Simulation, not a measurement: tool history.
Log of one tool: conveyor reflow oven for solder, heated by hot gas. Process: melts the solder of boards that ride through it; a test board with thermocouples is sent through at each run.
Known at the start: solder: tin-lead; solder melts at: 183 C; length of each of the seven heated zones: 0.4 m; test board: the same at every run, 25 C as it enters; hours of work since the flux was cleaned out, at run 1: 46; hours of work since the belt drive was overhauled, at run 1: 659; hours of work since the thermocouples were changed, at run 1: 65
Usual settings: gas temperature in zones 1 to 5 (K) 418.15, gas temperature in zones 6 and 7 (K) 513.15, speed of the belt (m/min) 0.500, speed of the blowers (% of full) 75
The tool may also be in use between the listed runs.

run   hour  gas temperature in zones 1 to 5 (K)  gas temperature in zones 6 and 7 (K)  speed of the belt (m/min)  speed of the blowers (% of full)  hours of work since the flux was cleaned out  hours of work since the belt drive was overhauled  hours of work since the thermocouples were changed  highest temperature of the board (K)  time above the solder's melting point (s)
  1    0.0                               418.15                                513.15                      0.500                                75                                            46                                                659                                                  65                                497.55                                       82.5
  2   17.2                               418.15                                513.15                      0.500                                75                                            57                                                670                                                  76                                497.45                                       81.8
  3   38.4                               412.15                                513.15                      0.500                                75                                            71                                                684                                                  90                                496.45                                       78.1
  4   55.6                               418.15                                513.15                      0.500                                60                                            82                                                695                                                 101                                492.35                                       77.1
  5   67.3                               423.15                                513.15                      0.500                                75                                            90                                                703                                                 109                                498.05                                       85.5
  6   86.6                               423.15                                513.15                      0.500                                75                                           102                                                716                                                 121                                498.05                                       85.6
  7  111.7                               423.15                                513.15                      0.500                                75                                           119                                                732                                                 138                                498.35                                       85.3
  8  127.8                               423.15                                506.15                      0.500                                75                                           129                                                743                                                 149                                492.15                                       80.6
  9  150.6                               418.15                                513.15                      0.500                                75                                           144                                                758                                                 164                                497.25                                       82.0
 10  171.5                               418.15                                527.15                      0.500                                75                                           158                                                771                                                 177                                509.45                                       90.6
 11  186.2                               418.15                                513.15                      0.500                                75                                           168                                                781                                                 187                                497.05                                       82.0
 12  212.3                               418.15                                513.15                      0.500                                75                                           185                                                798                                                 204                                497.25                                       81.7
 13  232.0                               418.15                                513.15                      0.500                                75                                           198                                                811                                                 217                                496.95                                       82.2
 14  246.2                               418.15                                513.15                      0.500                                75                                           207                                                820                                                 226                                496.85                                       82.2
 15  263.6                               418.15                                513.15                      0.500                                75                                           219                                                832                                                 238                                496.95                                       82.0
 16  277.9                               418.15                                513.15                      0.500                                75                                           228                                                841                                                 247                                497.45                                       82.0
     289.7  -- flux residue cleaned out of gas plates and filters
 17  298.2                               418.15                                513.15                      0.500                                78                                             6                                                851                                                 257                                498.85                                       84.7
 18  310.4                               418.15                                525.15                      0.500                                75                                            14                                                859                                                 265                                508.65                                       90.4
 19  329.4                               418.15                                525.15                      0.500                                75                                            26                                                872                                                 278                                508.45                                       90.1
 20  345.9                               418.15                                525.15                      0.500                                75                                            37                                                883                                                 288                                508.35                                       90.5
 21  364.4                               405.15                                510.15                      0.500                                82                                            49                                                895                                                 301                                495.55                                       75.6
 22  377.1                               413.15                                514.15                      0.500                                82                                            57                                                903                                                 309                                500.15                                       83.2
 23  388.9                               413.15                                514.15                      0.500                                82                                            65                                                911                                                 317                                499.85                                       83.4
 24  409.3                               413.15                                514.15                      0.500                                82                                            79                                                924                                                 330                                500.15                                       82.7
 25  433.1                               413.15                                514.15                      0.500                                82                                            94                                                940                                                 346                                500.05                                       82.6
 26  456.9                               408.15                                514.15                      0.457                                71                                           110                                                956                                                 361                                499.15                                       87.4
 27  482.8                               408.15                                514.15                      0.457                                71                                           127                                                973                                                 378                                498.95                                       87.5
 28  500.5                               418.15                                513.15                      0.418                                86                                           138                                                984                                                 390                                504.95                                      106.0
 29  513.0                               418.15                                513.15                      0.418                                86                                           147                                                992                                                 398                                505.35                                      107.0
 30  533.4                               431.15                                513.15                      0.532                                86                                           160                                               1006                                                 412                                501.25                                       86.9
 31  550.0                               407.15                                504.15                      0.456                                75                                           171                                               1017                                                 422                                491.05                                       80.2

3 ways to go on from here, each from the tool as it stands after run 31. What would each give?
  A  571.9                               407.15                                504.15                      0.456                                56                                           185                                               1031                                                 437                                     ?                                          ?
  B  571.9                               418.15                                507.15                      0.500                                86                                           185                                               1031                                                 437                                     ?                                          ?
  C  571.9                               409.15                                504.15                      0.456                                75                                           185                                               1031                                                 437                                     ?                                          ?

run  highest temperature of the board (K)  time above the solder's melting point (s)
  A                                484.95                                       71.0
  B                                495.35                                       81.5
  C                                491.25                                       81.6
Without the tool's hidden state the same runs would have given:
run  highest temperature of the board (K)  time above the solder's melting point (s)
  A                                484.45                                       68.8
  B                                495.15                                       79.6
  C                                490.95                                       79.6
